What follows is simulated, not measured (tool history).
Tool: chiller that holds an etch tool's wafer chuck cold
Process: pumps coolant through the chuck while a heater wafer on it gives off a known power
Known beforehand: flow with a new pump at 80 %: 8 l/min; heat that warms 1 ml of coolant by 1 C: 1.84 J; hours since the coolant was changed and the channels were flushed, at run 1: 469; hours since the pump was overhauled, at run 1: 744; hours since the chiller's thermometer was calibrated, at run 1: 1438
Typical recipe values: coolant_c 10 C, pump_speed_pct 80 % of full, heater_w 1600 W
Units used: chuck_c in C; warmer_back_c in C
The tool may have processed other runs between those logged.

run,hour,coolant_c,pump_speed_pct,heater_w,hours since the coolant was changed and the channels were flushed,hours since the pump was overhauled,hours since the chiller's thermometer was calibrated,chuck_c,warmer_back_c
1,0,10,80,1600,469,744,1438,21.1,6.49
2,35.2,10,80,1600,504,779,1474,21,6.51
3,69,3,80,1600,537,813,1507,14,6.48
4,104.3,3,80,1600,573,848,1543,14.1,6.52
5,173.9,10,80,1600,642,917,1612,21.1,6.58
6,248.7,10,80,1600,717,992,1687,21.1,6.49
7,303.3,10,80,1600,772,1047,1742,21,6.6
8,372.8,10,69,1600,841,1116,1811,22.7,7.57
9,429.5,10,69,1600,898,1173,1868,22.5,7.55
10,479.1,10,69,1600,948,1223,1918,22.6,7.55
11,555.4,10,69,1600,1024,1299,1994,22.7,7.52
12,605.5,10,69,1600,1074,1349,2044,22.7,7.58
13,681.7,10,69,1600,1150,1425,2120,22.9,7.58
14,729.5,10,80,1600,1198,1473,2168,21.2,6.54
15,768.2,10,80,1600,1237,1512,2207,21.2,6.58
16,843.5,10,80,1600,1312,1587,2282,21.3,6.59
17,908.9,10,80,1600,1377,1652,2347,21.1,6.53
18,945.2,10,80,1600,1414,1689,2384,21.3,6.59
19,1015.5,10,80,1600,1484,1759,2454,21.5,6.56
20,1058.8,10,80,1938,1527,1802,2497,23.8,7.94
21,1119.9,11,80,1687,1588,1864,2558,22.9,6.94
22,1155.1,18,80,1600,1624,1899,2594,29.4,6.59

The next listed run, before its measurement:
23,1221.2,2,68,1416,1690,1965,2660,?,?

Run 23 yielded chuck_c 13.5 C, warmer_back_c 6.78 C.
With the hidden condition absent and the run-to-run variation left alone, this run would have shown chuck_c 13.3 C, warmer_back_c 6.73 C.
